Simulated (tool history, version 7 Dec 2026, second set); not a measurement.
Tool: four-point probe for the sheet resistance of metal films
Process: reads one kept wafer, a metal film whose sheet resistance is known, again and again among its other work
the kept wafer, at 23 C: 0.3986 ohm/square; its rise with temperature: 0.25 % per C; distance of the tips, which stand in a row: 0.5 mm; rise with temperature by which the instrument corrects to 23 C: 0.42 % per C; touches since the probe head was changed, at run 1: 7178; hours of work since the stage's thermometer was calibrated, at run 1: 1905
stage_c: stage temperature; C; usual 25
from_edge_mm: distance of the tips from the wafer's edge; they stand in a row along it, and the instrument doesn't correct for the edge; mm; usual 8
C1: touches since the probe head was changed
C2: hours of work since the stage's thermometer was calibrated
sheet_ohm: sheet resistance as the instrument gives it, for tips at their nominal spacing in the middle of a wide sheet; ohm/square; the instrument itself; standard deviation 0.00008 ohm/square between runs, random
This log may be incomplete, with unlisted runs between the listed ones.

Run 1, hour 0: usual settings; C1 7178; C2 1905. Result: sheet_ohm 0.395244 ohm/square.
Run 2, hour 14.7: usual settings; C1 7530; C2 1916. Result: sheet_ohm 0.395318 ohm/square.
Run 3, hour 26.1: usual settings but stage_c 21 C; C1 7803; C2 1925. Result: sheet_ohm 0.397879 ohm/square.
Run 4, hour 34.1: usual settings but stage_c 21 C; C1 7997; C2 1931. Result: sheet_ohm 0.39783 ohm/square.
Run 5, hour 52: usual settings but stage_c 21 C; C1 8424; C2 1945. Result: sheet_ohm 0.397877 ohm/square.
Run 6, hour 67.9: usual settings but stage_c 21 C; C1 8806; C2 1957. Result: sheet_ohm 0.397881 ohm/square.
Run 7, hour 79.8: usual settings but stage_c 21 C, from_edge_mm 42 mm; C1 9092; C2 1966. Result: sheet_ohm 0.396879 ohm/square.
Run 8, hour 90.6: usual settings but stage_c 22 C, from_edge_mm 42 mm; C1 9352; C2 1974. Result: sheet_ohm 0.396529 ohm/square.
Run 9, hour 102.8: usual settings but stage_c 22 C, from_edge_mm 5 mm; C1 9644; C2 1983. Result: sheet_ohm 0.398512 ohm/square.
Run 10, hour 121.1: usual settings but stage_c 22 C, from_edge_mm 5 mm; C1 10083; C2 1997. Result: sheet_ohm 0.398548 ohm/square.
Run 11, hour 132.2: usual settings but stage_c 22 C, from_edge_mm 5 mm; C1 10349; C2 2006. Result: sheet_ohm 0.3987 ohm/square.
Run 12, hour 146.2: usual settings but stage_c 22 C, from_edge_mm 5 mm; C1 10684; C2 2016. Result: sheet_ohm 0.398528 ohm/square.
At hour 163.7: stage's thermometer calibrated.
Run 13, hour 164.2: usual settings but stage_c 22 C, from_edge_mm 5 mm; C1 11105; C2 0. Result: sheet_ohm 0.398554 ohm/square.
Run 14, hour 180.7: usual settings but stage_c 22 C, from_edge_mm 5 mm; C1 11501; C2 13. Result: sheet_ohm 0.398473 ohm/square.
Run 15, hour 191.6: usual settings but stage_c 22 C, from_edge_mm 5 mm; C1 11763; C2 21. Result: sheet_ohm 0.398468 ohm/square.
Run 16, hour 208.7: usual settings but stage_c 29 C; C1 12172; C2 34. Result: sheet_ohm 0.392766 ohm/square.
Run 17, hour 224.7: usual settings; C1 12557; C2 46. Result: sheet_ohm 0.395203 ohm/square.
Run 18, hour 243.1: usual settings; C1 12998; C2 60. Result: sheet_ohm 0.395309 ohm/square.
At hour 251.3: stage's thermometer calibrated, once more.
Run 19, hour 255: usual settings; C1 13270; C2 3. Result: sheet_ohm 0.395515 ohm/square.
Run 20, hour 263: usual settings; C1 13463; C2 9. Result: sheet_ohm 0.395804 ohm/square.
Run 21, hour 273.1: usual settings; C1 13704; C2 17. Result: sheet_ohm 0.395695 ohm/square.
Run 22, hour 286.7: usual settings; C1 14031; C2 27. Result: sheet_ohm 0.395672 ohm/square.
Run 23, hour 301.2: usual settings; C1 14379; C2 38. Result: sheet_ohm 0.39574 ohm/square.
Run 24, hour 312.5: usual settings but stage_c 32 C, from_edge_mm 5 mm; C1 14649; C2 47. Result: sheet_ohm 0.392674 ohm/square.
Run 25, hour 329.1: usual settings but stage_c 32 C, from_edge_mm 5 mm; C1 15047; C2 59. Result: sheet_ohm 0.392489 ohm/square.
Run 26, hour 339.8: usual settings but stage_c 24 C, from_edge_mm 6 mm; C1 15305; C2 67. Result: sheet_ohm 0.397087 ohm/square.
Run 27, hour 356.6: usual settings but stage_c 22 C, from_edge_mm 20 mm; C1 15706; C2 80. Result: sheet_ohm 0.396995 ohm/square.
Run 28, hour 366.6: usual settings but stage_c 22 C, from_edge_mm 20 mm; C1 15948; C2 88. Result: sheet_ohm 0.396957 ohm/square.
Run 29, hour 383.7: usual settings but stage_c 21 C; C1 16358; C2 101. Result: sheet_ohm 0.398418 ohm/square.
Run 30, hour 395.1: usual settings but stage_c 19 C; C1 16631; C2 109. Result: sheet_ohm 0.399746 ohm/square.
Run 31, hour 411.9: usual settings but from_edge_mm 13 mm; C1 17034; C2 122. Result: sheet_ohm 0.395236 ohm/square.
Run 32, hour 423.7: usual settings but from_edge_mm 39 mm; C1 17317; C2 131. Result: sheet_ohm 0.394757 ohm/square.
Run 33, hour 434.8: usual settings but stage_c 24 C, from_edge_mm 4 mm; C1 17582; C2 139. Result: sheet_ohm 0.398881 ohm/square.
Run 34, hour 447.8: usual settings but stage_c 27 C, from_edge_mm 49 mm; C1 17895; C2 149. Result: sheet_ohm 0.393647 ohm/square.
Run 35, hour 461.8: usual settings but stage_c 24 C, from_edge_mm 7 mm; C1 18229; C2 160. Result: sheet_ohm 0.39672 ohm/square.
Run 36, hour 476: usual settings but stage_c 24 C, from_edge_mm 7 mm; C1 18572; C2 171. Result: sheet_ohm 0.396646 ohm/square.
Run 37, hour 491.6: usual settings but stage_c 24 C, from_edge_mm 7 mm; C1 18944; C2 183. Result: sheet_ohm 0.396613 ohm/square.
Run 38, hour 507.7: usual settings but stage_c 24 C, from_edge_mm 7 mm; C1 19330; C2 195. Result: sheet_ohm 0.396591 ohm/square.
Run 39, hour 521.4: usual settings but stage_c 30 C, from_edge_mm 17 mm; C1 19661; C2 205. Result: sheet_ohm 0.39196 ohm/square.
Run 40, hour 540.2: usual settings but stage_c 30 C, from_edge_mm 17 mm; C1 20110; C2 220. Result: sheet_ohm 0.392035 ohm/square.
Run 41, hour 549.5: usual settings but stage_c 26 C, from_edge_mm 15 mm; C1 20335; C2 227. Result: sheet_ohm 0.394644 ohm/square.
Run 42, hour 563.8: usual settings but stage_c 26 C, from_edge_mm 15 mm; C1 20678; C2 238. Result: sheet_ohm 0.39467 ohm/square.
Run 43, hour 573.5: usual settings but stage_c 27 C, from_edge_mm 44 mm; C1 20909; C2 245. Result: sheet_ohm 0.393769 ohm/square.
Run 44, hour 587.1: usual settings but stage_c 27 C, from_edge_mm 44 mm; C1 21236; C2 255. Result: sheet_ohm 0.393668 ohm/square.
Run 45, hour 599.9: usual settings but stage_c 30 C; C1 21543; C2 265. Result: sheet_ohm 0.392609 ohm/square.
Run 46, hour 612.4: usual settings but stage_c 30 C, from_edge_mm 45 mm; C1 21842; C2 274. Result: sheet_ohm 0.391897 ohm/square.

Consider 3 possible next runs. They are alternatives, not a sequence: every one starts from the tool as it was left by run 46. What does each give?
Run A, hour 627.2: usual settings but stage_c 23 C, from_edge_mm 39 mm; C1 22198; C2 286. Result: sheet_ohm ?.
Run B, hour 627.2: usual settings but stage_c 23 C, from_edge_mm 5 mm; C1 22198; C2 286. Result: sheet_ohm ?.
Run C, hour 627.2: usual settings but stage_c 19 C, from_edge_mm 3 mm; C1 22198; C2 286. Result: sheet_ohm ?.

run  sheet_ohm
  A   0.396343
  B   0.398387
  C   0.404774
Without the tool's hidden state the same runs would have given:
run  sheet_ohm
  A   0.398658
  B   0.400712
  C   0.407135

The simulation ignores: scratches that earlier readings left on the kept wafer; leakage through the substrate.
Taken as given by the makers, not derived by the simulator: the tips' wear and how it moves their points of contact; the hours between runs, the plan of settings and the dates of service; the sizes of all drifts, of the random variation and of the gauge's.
